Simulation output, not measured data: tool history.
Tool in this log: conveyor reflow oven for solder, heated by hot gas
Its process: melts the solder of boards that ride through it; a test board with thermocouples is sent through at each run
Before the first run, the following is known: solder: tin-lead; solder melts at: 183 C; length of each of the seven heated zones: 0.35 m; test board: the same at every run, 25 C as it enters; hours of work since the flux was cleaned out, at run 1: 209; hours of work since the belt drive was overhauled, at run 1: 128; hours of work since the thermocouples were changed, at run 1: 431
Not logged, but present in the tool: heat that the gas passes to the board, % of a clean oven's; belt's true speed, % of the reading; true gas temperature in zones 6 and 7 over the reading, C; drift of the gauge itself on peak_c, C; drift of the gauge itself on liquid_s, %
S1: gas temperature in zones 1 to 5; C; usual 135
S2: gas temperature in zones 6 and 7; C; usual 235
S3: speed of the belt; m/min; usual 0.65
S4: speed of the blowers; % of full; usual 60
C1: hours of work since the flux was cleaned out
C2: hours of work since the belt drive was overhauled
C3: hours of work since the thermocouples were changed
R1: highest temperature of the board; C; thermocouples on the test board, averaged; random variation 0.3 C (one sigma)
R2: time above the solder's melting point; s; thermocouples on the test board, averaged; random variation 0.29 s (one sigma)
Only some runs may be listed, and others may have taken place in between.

run   hour   S1   S2     S3  S4   C1   C2   C3     R1    R2
  1      0  135  235   0.65  60  209  128  431  212.6  43.2
  2    8.4  135  235   0.65  60  213  132  435  213.1  43.3
  3   17.8  135  235   0.65  60  218  137  439    213  42.7
  4   26.5  146  235   0.65  60  222  141  444  215.3  48.9
  5   33.2  130  235   0.65  60  225  144  447  211.7  40.9
  6     40  122  235   0.65  60  228  148  450  209.2    37
  7   44.4  122  235  0.539  60  230  150  452  216.5  53.6
  8   51.5  135  231   0.65  60  234  153  456  209.7  40.5
  9     57  135  231   0.65  60  236  156  458  209.3  40.2
 10   66.1  135  231   0.65  60  241  160  463    209  40.1
 11   75.7  135  235   0.65  60  245  165  467  212.8  43.4
 12   85.3  135  235   0.65  60  250  169  472  212.4    43
 13   93.5  135  235   0.65  60  254  173  476  212.3    43
 14    102  135  235   0.65  60  258  177  480  212.5  43.4
     107.6  -- flux residue cleaned out of gas plates and filters
 15  116.4  135  235   0.65  60    4  181  484    212  42.5
 16  124.5  146  234   0.65  60    8  185  488  213.8    47
 17  133.1  135  235   0.65  69   12  189  492  215.1    46
 18  140.4  135  234  0.671  60   16  193  496  209.9  38.9
 19  148.8  149  237   0.68  66   20  197  500  218.1  48.9
 20  156.3  149  237   0.68  58   23  201  503  214.5  46.3
 21    166  149  249  0.545  58   28  205  508  232.5    71
       172  -- flux residue cleaned out of gas plates and filters, once more
 22  176.2  149  249  0.545  58    2  208  510  234.3  71.6
 23  185.5  123  235  0.769  89    6  212  515  216.6  36.8
 24    194  123  235  0.664  89   11  216  519  221.6  46.9
 25  201.1  143  235  0.721  61   14  219  522  212.4  41.1
 26  207.7  143  235  0.721  61   17  223  525  212.6  40.4
 27  213.8  135  225  0.685  52   20  226  528  200.6  29.3
 28  220.3  135  225  0.685  52   23  229  531  200.1  28.6
 29  226.7  135  233  0.766  60   26  232  534  206.1  30.9
 30  235.4  131  242  0.542  76   30  236  538  231.1  65.5

Predict each of these 3 candidate next runs independently; none follows another, all start after run 30:
  A  239.7  131  242  0.605  76  32  238  540   ?   ?
  B  239.7  137  247  0.542  76  32  238  540   ?   ?
  C  239.7  134  235   0.65  65  32  238  540   ?   ?

run     R1    R2
  A  228.2  56.8
  B  236.8    70
  C  216.3  46.1
With no hidden state in the tool, these same runs would have given:
run     R1    R2
  A  227.7  56.3
  B  236.2  69.5
  C  215.8  45.6
